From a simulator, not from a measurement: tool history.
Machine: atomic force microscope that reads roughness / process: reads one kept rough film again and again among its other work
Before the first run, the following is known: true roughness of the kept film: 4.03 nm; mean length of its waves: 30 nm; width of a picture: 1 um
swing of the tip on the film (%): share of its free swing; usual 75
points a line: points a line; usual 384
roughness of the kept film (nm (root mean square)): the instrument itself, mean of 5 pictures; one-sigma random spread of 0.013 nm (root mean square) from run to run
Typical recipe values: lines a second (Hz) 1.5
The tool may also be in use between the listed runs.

| run | hour | lines a second (Hz) | swing of the tip on the film (%) | points a line | roughness of the kept film (nm (root mean square)) |
|---|---|---|---|---|---|
| 1 | 0 | 1.5 | 75 | 384 | 3.17 |
| 2 | 33.2 | 1.5 | 75 | 384 | 3.177 |
|  | 45.6 | new tip fitted |
| 3 | 81.6 | 1.5 | 75 | 384 | 3.181 |
| 4 | 103.6 | 1.5 | 75 | 1006 | 3.191 |
| 5 | 127 | 1.5 | 75 | 1006 | 3.197 |
|  | 155 | new tip fitted |
| 6 | 164.5 | 1.5 | 75 | 1006 | 3.202 |
| 7 | 213.6 | 1.5 | 75 | 1006 | 3.223 |
| 8 | 241.5 | 1.5 | 75 | 384 | 3.163 |
|  | 265.4 | new tip fitted |
| 9 | 274.7 | 1.5 | 75 | 384 | 3.191 |
| 10 | 299.5 | 0.51 | 85 | 649 | 3.348 |
| 11 | 328.4 | 2.13 | 58 | 635 | 3.375 |
| 12 | 367.2 | 0.55 | 64 | 724 | 3.467 |
|  | 375.1 | new tip fitted |
| 13 | 392 | 1.5 | 75 | 426 | 3.184 |
| 14 | 424.9 | 0.83 | 70 | 1016 | 3.391 |
| 15 | 456.8 | 1.6 | 70 | 1016 | 3.248 |
|  | 484.4 | new tip fitted |
| 16 | 485 | 1.5 | 88 | 437 | 2.919 |
| 17 | 532.2 | 1.5 | 88 | 437 | 2.905 |

4 options for the next run, each taken on its own from the tool as it stands now. Forecast them:
| A | 574.7 | 1.5 | 57 | 384 | ? |
| B | 574.7 | 0.65 | 70 | 838 | ? |
| C | 574.7 | 3 | 88 | 437 | ? |
| D | 574.7 | 1.24 | 82 | 388 | ? |

| run | roughness of the kept film (nm (root mean square)) |
|---|---|
| A | 3.413 |
| B | 3.454 |
| C | 2.446 |
| D | 3.086 |
What these runs would have given with no unlogged condition in the tool:
| run | roughness of the kept film (nm (root mean square)) |
|---|---|
| A | 3.426 |
| B | 3.466 |
| C | 2.455 |
| D | 3.097 |
